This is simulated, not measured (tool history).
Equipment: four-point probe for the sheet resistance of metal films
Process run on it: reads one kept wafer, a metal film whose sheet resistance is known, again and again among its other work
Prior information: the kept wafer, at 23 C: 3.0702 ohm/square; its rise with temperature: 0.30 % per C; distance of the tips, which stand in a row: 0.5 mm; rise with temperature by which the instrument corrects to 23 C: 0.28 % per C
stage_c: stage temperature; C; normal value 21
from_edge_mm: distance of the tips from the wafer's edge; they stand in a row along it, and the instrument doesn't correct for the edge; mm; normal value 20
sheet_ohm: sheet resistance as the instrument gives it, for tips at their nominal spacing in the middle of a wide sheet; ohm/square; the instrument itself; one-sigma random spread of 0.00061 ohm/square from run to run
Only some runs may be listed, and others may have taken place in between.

run,hour,stage_c,from_edge_mm,sheet_ohm
1,0.0,21,20,3.068946
2,139.4,21,20,3.070080
3,265.6,21,20,3.070183
4,390.0,21,20,3.070204
5,485.7,21,20,3.070201
6,603.3,21,20,3.068972
7,719.2,21,20,3.071201
8,842.6,21,20,3.069983
9,926.1,21,20,3.069877
10,990.2,21,20,3.069401
11,1076.9,21,20,3.070457
12,1158.9,21,20,3.070076
13,1297.6,21,20,3.071194
14,1363.7,20,6,3.079183
15,1461.1,18,6,3.078069

Run 16 is up next; what results do you expect?
16,1553.6,18,6,?

sheet_ohm: 3.080265 ohm/square
Were there no unlogged condition in the tool, this run, its random variation unchanged, would have produced sheet_ohm 3.079860 ohm/square.
